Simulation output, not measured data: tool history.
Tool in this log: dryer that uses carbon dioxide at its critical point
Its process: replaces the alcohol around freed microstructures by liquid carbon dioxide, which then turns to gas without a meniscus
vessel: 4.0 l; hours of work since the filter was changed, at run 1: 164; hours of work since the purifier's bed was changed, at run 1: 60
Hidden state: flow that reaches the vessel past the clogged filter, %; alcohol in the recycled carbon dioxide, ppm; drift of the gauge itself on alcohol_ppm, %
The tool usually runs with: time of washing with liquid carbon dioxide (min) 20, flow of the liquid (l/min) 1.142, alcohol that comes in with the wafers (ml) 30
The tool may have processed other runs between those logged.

run   hour  time of washing with liquid carbon dioxide (min)  flow of the liquid (l/min)  alcohol that comes in with the wafers (ml)  hours of work since the filter was changed  hours of work since the purifier's bed was changed  alcohol left in the vessel before it's heated (ppm by volume)
  1      0                                                20                       1.142                                          30                                         164                                                  60                                                            137
  2   13.5                                                20                       1.142                                          30                                         169                                                  65                                                            135
  3   34.2                                                21                       1.142                                          30                                         177                                                  73                                                            109
  4   45.7                                                21                       1.142                                          30                                         181                                                  77                                                            119
  5   72.2                                                21                       1.142                                          30                                         191                                                  87                                                            123
  6   90.9                                                21                       1.142                                          30                                         198                                                  94                                                            128
  7  106.7                                                21                       1.142                                          30                                         204                                                 100                                                            130
  8  120.5                                                21                       1.142                                          30                                         209                                                 105                                                            137
  9  147.1                                                21                       1.142                                          30                                         219                                                 115                                                            135
 10  158.1                                                21                       1.142                                          30                                         223                                                 119                                                            145
 11  176.9                                                21                       1.142                                          30                                         230                                                 126                                                            141
 12  200.1                                                21                       1.142                                          30                                         239                                                 135                                                            141
 13  218.7                                                21                       1.142                                          30                                         246                                                 142                                                            148
 14    245                                                20                       1.142                                          30                                         255                                                 151                                                            160
 15  263.3                                                20                       1.142                                          30                                         262                                                 158                                                            176
 16  274.9                                                31                       1.142                                          43                                         267                                                 163                                                             79
 17  286.6                                                31                       1.142                                          43                                         271                                                 167                                                             72
 18  312.3                                                13                        1.24                                          35                                         281                                                 177                                                            534
 19  330.7                                                22                        0.77                                          46                                         287                                                 183                                                            627
 20  344.6                                                22                        0.77                                          46                                         293                                                 189                                                            646
 21  359.2                                                30                       1.142                                          36                                         298                                                 194                                                             84
 22  377.9                                                13                         1.5                                          29                                         305                                                 201                                                            284
 23  396.6                                                26                        1.47                                         103                                         312                                                 208                                                            103
 24  414.4                                                15                       1.142                                          26                                         319                                                 215                                                            383
 25  437.2                                                20                        1.12                                          34                                         327                                                 223                                                            229
 26    455                                                20                        1.12                                          34                                         334                                                 230                                                            241
 27  478.8                                                27                        1.18                                          27                                         343                                                 239                                                            112

Predict each of these 4 candidate next runs independently; none follows another, all start after run 27:
  A  490.1                                                20                        1.04                                          27                                         347                                                 243                                                              ?
  B  490.1                                                20                        1.18                                          27                                         347                                                 243                                                              ?
  C  490.1                                                20                        1.65                                          42                                         347                                                 243                                                              ?
  D  490.1                                                16                       1.142                                          30                                         347                                                 243                                                              ?

run  alcohol left in the vessel before it's heated (ppm by volume)
  A                                                            267
  B                                                            183
  C                                                            122
  D                                                            390
With the hidden condition removed and each run's random variation left untouched, the same runs would have given:
run  alcohol left in the vessel before it's heated (ppm by volume)
  A                                                            123
  B                                                             61
  C                                                             25
  D                                                            219

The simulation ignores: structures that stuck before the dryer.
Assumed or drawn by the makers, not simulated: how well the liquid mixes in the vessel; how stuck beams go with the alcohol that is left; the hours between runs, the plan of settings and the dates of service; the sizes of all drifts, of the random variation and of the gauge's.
